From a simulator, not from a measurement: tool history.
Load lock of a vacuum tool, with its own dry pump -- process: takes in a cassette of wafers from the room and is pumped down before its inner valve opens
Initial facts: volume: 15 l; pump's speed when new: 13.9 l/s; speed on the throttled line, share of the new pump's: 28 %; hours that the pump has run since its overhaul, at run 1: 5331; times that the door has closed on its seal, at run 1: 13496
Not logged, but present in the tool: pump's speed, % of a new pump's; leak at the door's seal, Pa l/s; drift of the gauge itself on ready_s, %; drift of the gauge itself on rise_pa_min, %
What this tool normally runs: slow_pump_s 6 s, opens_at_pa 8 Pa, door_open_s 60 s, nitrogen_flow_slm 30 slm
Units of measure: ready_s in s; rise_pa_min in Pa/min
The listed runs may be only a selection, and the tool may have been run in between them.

run,hour,slow_pump_s,opens_at_pa,door_open_s,nitrogen_flow_slm,hours that the pump has run since its overhaul,times that the door has closed on its seal,"incoming humidity of the room's air, %",ready_s,rise_pa_min
1,0.0,6,8,60,30,5331,13496,48.9,15.1,0.126
2,100.7,6,8,60,30,5432,13824,44.8,15.0,0.134
3,208.0,6,8,60,30,5539,14174,45.5,14.9,0.141
4,315.7,6,10,60,30,5647,14524,46.5,14.8,0.146
5,385.5,6,10,60,30,5716,14752,44.7,14.7,0.146
6,489.1,6,8,230,30,5820,15090,46.0,15.0,0.230
7,547.9,6,8,230,30,5879,15281,46.5,14.9,0.221
8,627.6,6,10,60,30,5959,15541,41.2,14.4,0.147
9,675.5,6,8,60,30,6007,15697,45.7,14.9,0.150
10,773.6,6,8,60,30,6105,16017,46.5,15.1,0.150
11,838.9,6,8,60,35,6170,16229,42.2,14.8,0.145
12,938.5,6,8,60,35,6269,16554,49.4,15.0,0.161
13,1050.2,6,8,60,35,6381,16918,45.4,15.1,0.155
14,1105.2,6,8,60,35,6436,17097,38.8,15.0,0.153
15,1175.0,6,8,60,35,6506,17324,44.1,15.0,0.162
16,1269.2,6,8,60,30,6600,17631,44.1,15.0,0.161
17,1351.0,6,8,60,30,6682,17898,45.2,14.9,0.173
18,1440.1,11,8,60,30,6771,18188,44.1,18.9,0.171
19,1518.9,11,8,60,30,6850,18445,45.0,18.5,0.178
20,1581.1,11,8,60,30,6912,18648,42.8,18.6,0.171
21,1688.9,11,8,60,30,7020,18999,44.2,18.5,0.179
22,1771.8,9,14,27,28,7103,19269,42.6,16.5,0.155
23,1847.7,9,14,27,28,7179,19516,49.4,16.8,0.165
24,1926.7,9,14,27,28,7258,19774,44.8,16.6,0.168
25,1989.1,6,8,92,9,7320,19977,42.7,15.2,0.229
26,2072.8,6,8,92,9,7404,20250,44.7,15.1,0.241
27,2167.6,6,8,52,33,7499,20559,47.2,15.3,0.192
28,2214.2,4,7,90,30,7545,20710,43.8,13.8,0.203
29,2280.7,4,13,100,14,7612,20927,45.2,13.1,0.234
30,2360.5,4,11,44,14,7691,21187,45.0,13.3,0.210
31,2435.0,8,12,60,30,7766,21430,45.1,15.9,0.202
32,2538.5,8,12,60,30,7870,21767,44.3,16.1,0.203
33,2643.8,8,14,60,30,7975,22110,48.4,15.8,0.213
34,2697.8,8,14,60,30,8029,22286,45.9,15.8,0.213
35,2788.4,6,14,60,30,8119,22581,42.3,14.3,0.204
36,2854.7,6,10,163,10,8186,22797,43.4,15.0,0.301

Alternative continuations, all from the tool just after run 36; predict every row:
A,2923.6,10,8,60,30,8255,23022,45.4,?,?
B,2923.6,4,8,60,30,8255,23022,44.3,?,?
C,2923.6,9,8,60,30,8255,23022,47.3,?,?

run,ready_s,rise_pa_min
A,18.0,0.220
B,13.8,0.213
C,17.1,0.220
Take away the tool's hidden state, keep each run's random variation, and the runs would have read:
run,ready_s,rise_pa_min
A,17.6,0.052
B,13.3,0.046
C,16.7,0.052
